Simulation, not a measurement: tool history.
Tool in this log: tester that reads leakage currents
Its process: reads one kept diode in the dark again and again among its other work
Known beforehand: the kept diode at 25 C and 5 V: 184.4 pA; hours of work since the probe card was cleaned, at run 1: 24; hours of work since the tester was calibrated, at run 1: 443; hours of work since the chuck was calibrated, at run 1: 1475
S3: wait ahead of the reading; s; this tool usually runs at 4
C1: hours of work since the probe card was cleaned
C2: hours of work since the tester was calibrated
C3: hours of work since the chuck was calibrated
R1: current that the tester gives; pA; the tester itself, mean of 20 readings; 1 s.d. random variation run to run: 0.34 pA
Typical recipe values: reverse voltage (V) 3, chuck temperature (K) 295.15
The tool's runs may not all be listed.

Run 1, hour 0: usual settings; C1 24; C2 443; C3 1475. Result: R1 118.78 pA.
Run 2, hour 52.7: usual settings but S3 5 s; C1 52; C2 471; C3 1503. Result: R1 118.89 pA.
Run 3, hour 101.3: usual settings but S3 5 s; C1 78; C2 497; C3 1529. Result: R1 119.05 pA.
Run 4, hour 136.6: usual settings; C1 96; C2 516; C3 1548. Result: R1 119.65 pA.
Run 5, hour 181.9: usual settings; C1 121; C2 540; C3 1572. Result: R1 119.19 pA.
Run 6, hour 209.4: usual settings; C1 135; C2 554; C3 1586. Result: R1 119.46 pA.
Run 7, hour 236.5: usual settings; C1 150; C2 569; C3 1601. Result: R1 119.24 pA.
At hour 242.3: tester calibrated.
Run 8, hour 296: usual settings; C1 180; C2 29; C3 1631. Result: R1 119.38 pA.
Run 9, hour 345.4: usual settings but S3 2.87 s; C1 206; C2 55; C3 1658. Result: R1 119.77 pA.
Run 10, hour 399.5: usual settings; C1 235; C2 84; C3 1687. Result: R1 121.07 pA.
Run 11, hour 429.8: usual settings but reverse voltage (V) 12.65, chuck temperature (K) 322.15, S3 8.8 s; C1 251; C2 100; C3 1703. Result: R1 1928.13 pA.
Run 12, hour 459.7: usual settings but reverse voltage (V) 12.65, chuck temperature (K) 322.15, S3 8.8 s; C1 267; C2 116; C3 1719. Result: R1 1916.97 pA.
Run 13, hour 507.9: usual settings but reverse voltage (V) 12.65, chuck temperature (K) 322.15, S3 1.23 s; C1 293; C2 141; C3 1744. Result: R1 1934.86 pA.
At hour 539.2: tester calibrated, once more.
Run 14, hour 548.8: usual settings but reverse voltage (V) 3.77, chuck temperature (K) 313.15, S3 0.85 s; C1 314; C2 5; C3 1765. Result: R1 543.88 pA.
Run 15, hour 607.6: usual settings but reverse voltage (V) 5.6, chuck temperature (K) 308.15, S3 4.43 s; C1 345; C2 36; C3 1796. Result: R1 461.22 pA.
Run 16, hour 651: usual settings but reverse voltage (V) 6.14, chuck temperature (K) 333.15, S3 4.03 s; C1 368; C2 59; C3 1819. Result: R1 2764.36 pA.
Run 17, hour 703.7: usual settings but reverse voltage (V) 2.16, chuck temperature (K) 325.15, S3 2.51 s; C1 396; C2 87; C3 1847. Result: R1 958.15 pA.
Run 18, hour 754.2: usual settings but reverse voltage (V) 1.95, chuck temperature (K) 315.15, S3 2.76 s; C1 423; C2 114; C3 1874. Result: R1 451.63 pA.
Run 19, hour 814.8: usual settings but reverse voltage (V) 12.88, chuck temperature (K) 313.15, S3 3.06 s; C1 455; C2 147; C3 1906. Result: R1 1026.29 pA.
Run 20, hour 851.2: usual settings but reverse voltage (V) 12.88, chuck temperature (K) 313.15, S3 3.06 s; C1 474; C2 166; C3 1926. Result: R1 1030.42 pA.

Branching from run 20: 3 alternative next runs. What would each branch give?
Run A, hour 888.6: usual settings but reverse voltage (V) 2.42, chuck temperature (K) 305.15, S3 0.61 s; C1 494; C2 186; C3 1946. Result: R1 ?.
Run B, hour 888.6: usual settings but reverse voltage (V) 3.51, chuck temperature (K) 313.15, S3 3.06 s; C1 494; C2 186; C3 1946. Result: R1 ?.
Run C, hour 888.6: usual settings but reverse voltage (V) 7.58, chuck temperature (K) 314.15, S3 7.53 s; C1 494; C2 186; C3 1946. Result: R1 ?.

run      R1
  A  240.53
  B  526.13
  C   837.8
With no hidden state in the tool, these same runs would have given:
run      R1
  A  223.25
  B  490.17
  C  780.67
